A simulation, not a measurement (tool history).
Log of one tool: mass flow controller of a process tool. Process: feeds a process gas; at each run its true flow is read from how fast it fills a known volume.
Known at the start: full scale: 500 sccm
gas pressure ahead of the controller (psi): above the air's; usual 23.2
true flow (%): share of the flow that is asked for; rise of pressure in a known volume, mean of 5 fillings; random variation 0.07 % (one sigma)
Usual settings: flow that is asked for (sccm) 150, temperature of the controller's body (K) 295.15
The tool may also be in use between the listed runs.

run	day	flow that is asked for (sccm)	gas pressure ahead of the controller (psi)	temperature of the controller's body (K)	true flow (%)
1	0	150	23.2	295.15	94.79
2	11.533	150	23.2	310.15	95.92
3	18.692	80	23.2	310.15	93.72
4	25.354	167	23.2	295.15	95
5	39.388	167	23.2	295.15	94.85
6	52.388	167	23.2	295.15	94.77
7	58.088	150	23.2	299.15	94.57
8	64.017	150	23.2	299.15	94.55
9	73.742	150	22.3	299.15	94.54
10	84.092	150	23.2	296.15	94.28
# day 85.133: controller's zero set anew
11	91.571	150	23.2	296.15	93.27
12	105.067	150	37.1	297.15	93.78
13	119.083	107	37.1	297.15	92.15
14	129.3	150	32.5	297.15	93.45
15	141.067	61	35.4	307.15	88.81
# day 141.962: controller's zero set anew, once more
16	153.158	334	26.3	307.15	98.2
17	160.604	334	26.3	307.15	98.13
18	168.421	138	27	295.15	95.66
19	177.096	163	31.5	295.15	96.15
20	184.642	67	33.1	301.15	95.29
21	195.562	368	23.2	295.15	96.98
22	207.567	124	37.7	305.15	96.28

The same runs without the tool's hidden state, with the same run-to-run variation:
The hidden state here: flow at rest that the sensor doesn't see, % of full scale; true flow over the shown one, %; drift of the gauge itself on true_pct, %.
run	true flow (%)
1	97.26
2	98.51
3	97.9
4	97.53
5	97.51
6	97.54
7	97.59
8	97.63
9	97.71
10	97.54
11	97.37
12	98
13	97.77
14	97.92
15	98.16
16	99.6
17	99.57
18	97.3
19	97.82
20	97.48
21	98.62
22	98.37
